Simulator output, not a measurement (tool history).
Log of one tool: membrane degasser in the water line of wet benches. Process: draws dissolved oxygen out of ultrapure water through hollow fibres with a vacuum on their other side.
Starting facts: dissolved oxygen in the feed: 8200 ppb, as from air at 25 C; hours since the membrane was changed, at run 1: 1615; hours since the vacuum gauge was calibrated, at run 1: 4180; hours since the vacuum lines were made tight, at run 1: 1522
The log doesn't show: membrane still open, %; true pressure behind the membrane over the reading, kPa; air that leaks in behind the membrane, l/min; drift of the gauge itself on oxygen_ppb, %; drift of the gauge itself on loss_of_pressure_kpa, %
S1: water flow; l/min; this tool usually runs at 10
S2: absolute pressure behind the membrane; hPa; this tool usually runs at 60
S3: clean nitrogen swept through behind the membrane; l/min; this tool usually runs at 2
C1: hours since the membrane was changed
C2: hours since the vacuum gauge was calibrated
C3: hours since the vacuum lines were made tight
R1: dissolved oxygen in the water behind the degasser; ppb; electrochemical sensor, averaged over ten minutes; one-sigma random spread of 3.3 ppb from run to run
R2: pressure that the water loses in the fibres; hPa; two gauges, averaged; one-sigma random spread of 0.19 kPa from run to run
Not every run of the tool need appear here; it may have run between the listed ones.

Run 1, day 0: usual settings; C1 1615; C2 4180; C3 1522. Result: R1 341.3 ppb, R2 507.2 hPa.
Run 2, day 1.7: usual settings; C1 1655; C2 4221; C3 1563. Result: R1 343.6 ppb, R2 504.8 hPa.
Run 3, day 5.375: usual settings; C1 1744; C2 4309; C3 1651. Result: R1 339.2 ppb, R2 510.5 hPa.
Run 4, day 7.958: usual settings; C1 1806; C2 4371; C3 1713. Result: R1 339.6 ppb, R2 501.7 hPa.
Run 5, day 11.633: usual settings; C1 1894; C2 4459; C3 1802. Result: R1 343 ppb, R2 507.9 hPa.
Run 6, day 14.117: usual settings; C1 1953; C2 4519; C3 1861. Result: R1 335.5 ppb, R2 505.3 hPa.
Run 7, day 15.862: usual settings; C1 1995; C2 4560; C3 1903. Result: R1 341.3 ppb, R2 508.5 hPa.
Run 8, day 18.546: usual settings; C1 2060; C2 4625; C3 1967. Result: R1 338.4 ppb, R2 508.6 hPa.
Run 9, day 20.383: usual settings; C1 2104; C2 4669; C3 2012. Result: R1 340.8 ppb, R2 504.6 hPa.
Run 10, day 22.579: usual settings; C1 2156; C2 4722; C3 2064. Result: R1 347.6 ppb, R2 507.5 hPa.
Run 11, day 26.233: usual settings; C1 2244; C2 4809; C3 2152. Result: R1 342.4 ppb, R2 503.8 hPa.
Run 12, day 28.408: usual settings; C1 2296; C2 4862; C3 2204. Result: R1 339.7 ppb, R2 506.8 hPa.
Run 13, day 32.304: usual settings but S2 51.6 hPa; C1 2390; C2 4955; C3 2298. Result: R1 337.2 ppb, R2 507 hPa.
Run 14, day 34.996: usual settings but S2 51.6 hPa; C1 2454; C2 5020; C3 2362. Result: R1 331.7 ppb, R2 511.1 hPa.
Run 15, day 38.467: usual settings but S2 51.6 hPa; C1 2538; C2 5103; C3 2446. Result: R1 342.7 ppb, R2 508.6 hPa.
Run 16, day 41.608: usual settings; C1 2613; C2 5178; C3 2521. Result: R1 345.2 ppb, R2 511.3 hPa.
Run 17, day 45.6: usual settings but S2 61 hPa, S3 3.25 l/min; C1 2709; C2 5274; C3 2617. Result: R1 333.6 ppb, R2 509 hPa.
At day 45.858: vacuum gauge calibrated.
Run 18, day 49.625: usual settings but S2 61 hPa, S3 3.25 l/min; C1 2805; C2 90; C3 2713. Result: R1 335.1 ppb, R2 510.7 hPa.
Run 19, day 51.942: usual settings but S2 43.8 hPa, S3 4.64 l/min; C1 2861; C2 146; C3 2769. Result: R1 315 ppb, R2 509.4 hPa.
Run 20, day 53.738: usual settings but S1 14 l/min, S2 36.4 hPa, S3 3.72 l/min; C1 2904; C2 189; C3 2812. Result: R1 686.8 ppb, R2 717.4 hPa.
Run 21, day 57.358: usual settings but S1 11 l/min, S3 1.08 l/min; C1 2991; C2 276; C3 2898. Result: R1 469.3 ppb, R2 563.8 hPa.
At day 57.646: vacuum gauge calibrated, once more.
Run 22, day 60.971: usual settings but S1 11 l/min, S3 1.08 l/min; C1 3077; C2 80; C3 2985. Result: R1 459.9 ppb, R2 557.7 hPa.
Run 23, day 63.304: usual settings but S1 14 l/min, S2 139.1 hPa, S3 4.14 l/min; C1 3133; C2 136; C3 3041. Result: R1 745.7 ppb, R2 712.3 hPa.
Run 24, day 65.375: usual settings but S1 14 l/min, S2 139.1 hPa, S3 4.14 l/min; C1 3183; C2 186; C3 3090. Result: R1 752.8 ppb, R2 713 hPa.
Run 25, day 67.408: usual settings but S1 8 l/min, S2 109.3 hPa, S3 4.14 l/min; C1 3231; C2 234; C3 3139. Result: R1 203 ppb, R2 412.9 hPa.
Run 26, day 70.333: usual settings but S2 123.4 hPa, S3 0.93 l/min; C1 3302; C2 304; C3 3209. Result: R1 533.6 ppb, R2 511.3 hPa.
Run 27, day 73.133: usual settings but S1 6 l/min, S2 36.3 hPa, S3 2.74 l/min; C1 3369; C2 372; C3 3277. Result: R1 63.9 ppb, R2 307.6 hPa.
Run 28, day 76.362: usual settings but S1 8 l/min, S2 91.1 hPa, S3 4.13 l/min; C1 3446; C2 449; C3 3354. Result: R1 194.4 ppb, R2 411.4 hPa.
Run 29, day 79.846: usual settings but S2 57.1 hPa; C1 3530; C2 533; C3 3438. Result: R1 346.1 ppb, R2 513.2 hPa.
Run 30, day 81.575: usual settings but S2 57.1 hPa; C1 3571; C2 574; C3 3479. Result: R1 341.1 ppb, R2 511.4 hPa.
Run 31, day 85.117: usual settings but S1 13 l/min, S2 57.1 hPa, S3 5.48 l/min; C1 3656; C2 659; C3 3564. Result: R1 595.5 ppb, R2 665.4 hPa.
Run 32, day 88.704: usual settings but S1 6 l/min, S2 46.1 hPa, S3 3.89 l/min; C1 3742; C2 745; C3 3650. Result: R1 68.5 ppb, R2 306.2 hPa.

Some steps in R1, run to run, broken into two amounts with sign: the step expected even without the hidden condition (settings, incoming material, random variation), and the rest, left for the hidden condition together with whatever gauge scatter is not in both the measured and the hidden-condition-free result:
Run 24 -> 25: S1 14 -> 8, S2 139.1 -> 109.3. R1 -549.8 ppb: hidden state -20.5, all else -529.3.
Run 26 -> 27: S1 10 -> 6, S2 123.4 -> 36.3, S3 0.93 -> 2.74. R1 -469.7 ppb: hidden state -17, all else -452.7.
Run 31 -> 32: S1 13 -> 6, S2 57.1 -> 46.1, S3 5.48 -> 3.89. R1 -527 ppb: hidden state -28.2, all else -498.8.
